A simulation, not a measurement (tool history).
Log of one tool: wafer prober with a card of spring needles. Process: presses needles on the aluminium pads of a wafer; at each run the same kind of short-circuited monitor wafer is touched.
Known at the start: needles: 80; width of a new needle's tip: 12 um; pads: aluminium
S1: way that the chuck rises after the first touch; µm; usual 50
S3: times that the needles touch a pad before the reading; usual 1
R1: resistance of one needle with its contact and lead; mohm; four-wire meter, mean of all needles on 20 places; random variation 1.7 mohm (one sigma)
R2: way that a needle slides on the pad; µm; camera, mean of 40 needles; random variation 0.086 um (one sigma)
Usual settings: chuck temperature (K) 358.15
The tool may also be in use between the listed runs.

Run 1, hour 0.0: usual settings. Result: R1 188 mohm, R2 5.91 µm.
Run 2, hour 5.6: usual settings. Result: R1 271 mohm, R2 5.82 µm.
At hour 10.7: tips cleaned on abrasive film.
Run 3, hour 14.7: usual settings. Result: R1 249 mohm, R2 5.94 µm.
At hour 21.3: tips cleaned on abrasive film.
Run 4, hour 25.2: usual settings. Result: R1 249 mohm, R2 6.03 µm.
Run 5, hour 30.4: usual settings. Result: R1 316 mohm, R2 5.84 µm.
At hour 32.0: tips cleaned on abrasive film.
Run 6, hour 36.6: usual settings. Result: R1 265 mohm, R2 6.07 µm.
At hour 42.7: tips cleaned on abrasive film.
Run 7, hour 46.6: usual settings. Result: R1 258 mohm, R2 5.96 µm.
At hour 53.6: tips cleaned on abrasive film.
Run 8, hour 54.4: usual settings. Result: R1 209 mohm, R2 5.74 µm.
Run 9, hour 60.6: usual settings. Result: R1 308 mohm, R2 5.87 µm.
At hour 64.5: tips cleaned on abrasive film.
Run 10, hour 65.7: usual settings but chuck temperature (K) 328.15. Result: R1 208 mohm, R2 5.85 µm.
At hour 75.2: tips cleaned on abrasive film.
Run 11, hour 75.7: usual settings. Result: R1 201 mohm, R2 6.05 µm.
Run 12, hour 83.2: usual settings. Result: R1 319 mohm, R2 5.82 µm.
At hour 85.9: tips cleaned on abrasive film.
Run 13, hour 88.2: usual settings. Result: R1 227 mohm, R2 5.69 µm.
At hour 96.6: tips cleaned on abrasive film.
Run 14, hour 98.0: usual settings. Result: R1 221 mohm, R2 5.84 µm.
Run 15, hour 104.8: usual settings. Result: R1 333 mohm, R2 5.77 µm.
At hour 107.7: tips cleaned on abrasive film.
Run 16, hour 112.1: usual settings. Result: R1 270 mohm, R2 5.80 µm.
Run 17, hour 116.5: usual settings. Result: R1 326 mohm, R2 5.85 µm.
At hour 118.5: tips cleaned on abrasive film.
Run 18, hour 126.7: usual settings. Result: R1 327 mohm, R2 5.73 µm.
At hour 129.4: tips cleaned on abrasive film.
Run 19, hour 137.4: usual settings but S1 39 µm, chuck temperature (K) 330.15, S3 3. Result: R1 278 mohm, R2 4.29 µm.
At hour 140.6: tips cleaned on abrasive film.
Run 20, hour 142.0: usual settings but S1 48 µm, chuck temperature (K) 349.15, S3 2. Result: R1 206 mohm, R2 5.56 µm.
Run 21, hour 150.1: usual settings but S1 48 µm, chuck temperature (K) 349.15, S3 2. Result: R1 293 mohm, R2 5.49 µm.
At hour 151.2: tips cleaned on abrasive film.
Run 22, hour 156.2: usual settings but S1 48 µm, chuck temperature (K) 304.15. Result: R1 288 mohm, R2 5.42 µm.
Run 23, hour 160.7: usual settings but S1 48 µm, chuck temperature (K) 304.15. Result: R1 356 mohm, R2 5.49 µm.
At hour 162.5: tips cleaned on abrasive film.
Run 24, hour 166.6: usual settings but S1 48 µm, chuck temperature (K) 304.15. Result: R1 280 mohm, R2 5.53 µm.
Run 25, hour 172.0: usual settings but S1 57 µm, chuck temperature (K) 300.15, S3 2. Result: R1 248 mohm, R2 6.55 µm.
At hour 173.2: tips cleaned on abrasive film.
Run 26, hour 179.8: usual settings but S1 57 µm, chuck temperature (K) 355.15, S3 2. Result: R1 232 mohm, R2 6.59 µm.
At hour 184.2: tips cleaned on abrasive film.
Run 27, hour 189.8: usual settings but S1 40 µm, chuck temperature (K) 323.15, S3 2. Result: R1 306 mohm, R2 4.35 µm.
At hour 194.7: tips cleaned on abrasive film.
Run 28, hour 194.7: usual settings but chuck temperature (K) 353.15, S3 2. Result: R1 186 mohm, R2 5.56 µm.
Run 29, hour 202.3: usual settings but chuck temperature (K) 314.15, S3 2. Result: R1 264 mohm, R2 5.75 µm.
At hour 205.5: tips cleaned on abrasive film.
Run 30, hour 206.8: usual settings but chuck temperature (K) 384.15. Result: R1 232 mohm, R2 5.62 µm.

4 ways to go on from here, each from the tool as it stands after run 30. What would each give?
At hour 216.5: tips cleaned on abrasive film.
Run A, hour 216.5: usual settings but S1 69 µm, chuck temperature (K) 384.15. Result: R1 ?, R2 ?.
At hour 216.5: tips cleaned on abrasive film.
Run B, hour 216.5: usual settings but S1 43 µm, chuck temperature (K) 304.15. Result: R1 ?, R2 ?.
At hour 216.5: tips cleaned on abrasive film.
Run C, hour 216.5: usual settings but chuck temperature (K) 309.15. Result: R1 ?, R2 ?.
At hour 216.5: tips cleaned on abrasive film.
Run D, hour 216.5: usual settings but S1 36 µm, chuck temperature (K) 389.15. Result: R1 ?, R2 ?.

run   R1    R2
  A  181  8.03
  B  189  4.70
  C  181  5.66
  D  226  3.81
Without the tool's hidden state the same runs would have given:
run   R1    R2
  A  170  8.81
  B  163  5.48
  C  162  6.45
  D  189  4.59
